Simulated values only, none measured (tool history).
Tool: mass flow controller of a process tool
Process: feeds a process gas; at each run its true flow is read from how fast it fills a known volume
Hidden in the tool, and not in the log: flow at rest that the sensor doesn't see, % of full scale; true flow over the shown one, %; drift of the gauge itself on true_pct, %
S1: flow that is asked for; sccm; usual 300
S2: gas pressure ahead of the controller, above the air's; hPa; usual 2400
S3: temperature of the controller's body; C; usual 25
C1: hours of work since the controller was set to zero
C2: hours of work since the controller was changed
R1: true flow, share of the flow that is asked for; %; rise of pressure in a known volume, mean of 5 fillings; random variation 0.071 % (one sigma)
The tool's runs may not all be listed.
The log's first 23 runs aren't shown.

run,hour,S1,S2,S3,C1,C2,R1
24,3477.2,122,2110,22,3004,3004,96.14
25,3569,244,2340,30,3074,3074,98.11
26,3772.2,161,2400,38,3228,3228,96.1
27,3923.2,300,2400,26,3343,3343,98.79
28,4084.8,315,2400,22,3466,3466,99.15
29,4281.9,434,2480,25,3616,3616,99.68
30,4407.6,814,1860,29,3711,3711,100.29
31,4558.7,290,2100,34,3826,3826,98.05
32,4756.5,290,1490,34,3976,3976,97.59

5 ways to go on from here, each from the tool as it stands after run 32. What would each give?
A,4910.2,330,2400,25,4093,4093,?
B,4910.2,255,2420,29,4093,4093,?
C,4910.2,111,1490,27,4093,4093,?
D,4910.2,300,2490,25,4093,4093,?
E,4910.2,260,1490,25,4093,4093,?

run,R1
A,99.06
B,97.96
C,93.62
D,98.93
E,97.92
Without the tool's hidden state the same runs would have given:
run,R1
A,99.57
B,99.15
C,98.75
D,99.67
E,99.06
